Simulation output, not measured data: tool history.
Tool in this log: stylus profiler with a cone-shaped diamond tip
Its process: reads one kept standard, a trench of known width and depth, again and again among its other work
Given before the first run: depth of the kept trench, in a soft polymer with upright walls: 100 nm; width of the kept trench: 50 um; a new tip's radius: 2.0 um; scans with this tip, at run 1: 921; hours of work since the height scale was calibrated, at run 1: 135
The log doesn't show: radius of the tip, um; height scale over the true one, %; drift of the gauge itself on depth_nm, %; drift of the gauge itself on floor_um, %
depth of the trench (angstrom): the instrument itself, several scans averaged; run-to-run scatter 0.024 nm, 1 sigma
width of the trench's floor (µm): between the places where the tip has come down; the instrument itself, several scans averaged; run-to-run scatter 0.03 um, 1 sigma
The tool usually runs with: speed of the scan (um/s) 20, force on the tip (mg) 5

run	hour	speed of the scan (um/s)	force on the tip (mg)	scans with this tip	hours of work since the height scale was calibrated	depth of the trench (angstrom)	width of the trench's floor (µm)
1	0	20	5	921	135	1012.9	48.74
2	16.2	20	5	1004	147	1013.1	48.71
3	24.5	20	5	1047	154	1013.3	48.68
4	43.9	9	5	1146	168	1013.9	48.67
5	54.7	9	5	1201	177	1013.7	48.69
6	70.9	9	5	1285	189	1013.7	48.66
7	84.5	20	10.22	1354	199	1021.6	48.66
8	92.9	20	5	1397	205	1013.4	48.64
9	113.2	40	5	1502	221	1013.4	48.64
10	128.3	40	5	1579	232	1013.6	48.59
11	142.9	40	5	1654	243	1013.8	48.65
12	161.7	40	5	1751	257	1013.9	48.59
13	171.5	40	5	1801	265	1013.5	48.56
14	191	7	5	1901	279	1013.8	48.65
15	207.3	20	1.76	1985	292	1007.5	48.58
16	219.4	20	5	2047	301	1014.2	48.64
17	232.7	20	5	2115	311	1013.7	48.65
18	243.1	20	5	2169	319	1014.4	48.64
19	253.8	20	5	2224	327	1014.1	48.57
20	272.1	20	5	2318	341	1013.8	48.54
21	282.6	20	5	2372	349	1014.2	48.62
22	291.2	20	5	2416	355	1013.7	48.64
23	302	20	5	2471	363	1014.1	48.67
24	320.3	20	5	2565	377	1013.9	48.66
25	331.6	71	8.86	2623	386	1019.6	48.58
26	351.6	71	8.86	2726	401	1019.2	48.54
27	361.9	32	2.17	2779	408	1008.5	48.58
28	381.5	16	8.26	2879	423	1018.9	48.64
29	389.9	16	2.65	2922	429	1009.5	48.61
30	406	16	2.65	3005	442	1009.9	48.55
31	419	16	2.65	3072	451	1009.9	48.64
32	437.9	56	3.13	3169	466	1010.4	48.52
33	455.7	56	3.13	3260	479	1010.8	48.51
34	471.8	56	3.13	3343	491	1011.1	48.46
35	486.1	6	5.74	3417	502	1015.5	48.61
36	498.7	7	2.64	3481	512	1009.8	48.59
37	518.3	27	11.22	3582	526	1023	48.61
38	536	22	5.17	3672	540	1014.3	48.52
39	547.1	6	2.78	3730	548	1010.3	48.64
40	567.2	43	2.26	3833	563	1009.3	48.5
41	582.5	15	1.8	3911	575	1007.9	48.53
42	595.5	15	4.84	3978	585	1013.8	48.57
43	609.5	15	4.84	4050	595	1013.7	48.58
44	621.4	15	4.84	4111	604	1013.9	48.6
45	630.9	57	5	4160	611	1014.3	48.58
46	646.4	50	2.19	4240	623	1009.4	48.44

Branching from run 46: 3 alternative next runs. What would each branch give?
A	656.8	9	5	4293	631	?	?
B	656.8	43	2.19	4293	631	?	?
C	656.8	36	3.21	4293	631	?	?

run	depth of the trench (angstrom)	width of the trench's floor (µm)
A	1014.1	48.6
B	1009.3	48.52
C	1011	48.5
With the hidden condition removed and each run's random variation left untouched, the same runs would have given:
run	depth of the trench (angstrom)	width of the trench's floor (µm)
A	1012.3	48.74
B	1007.5	48.66
C	1009.2	48.64
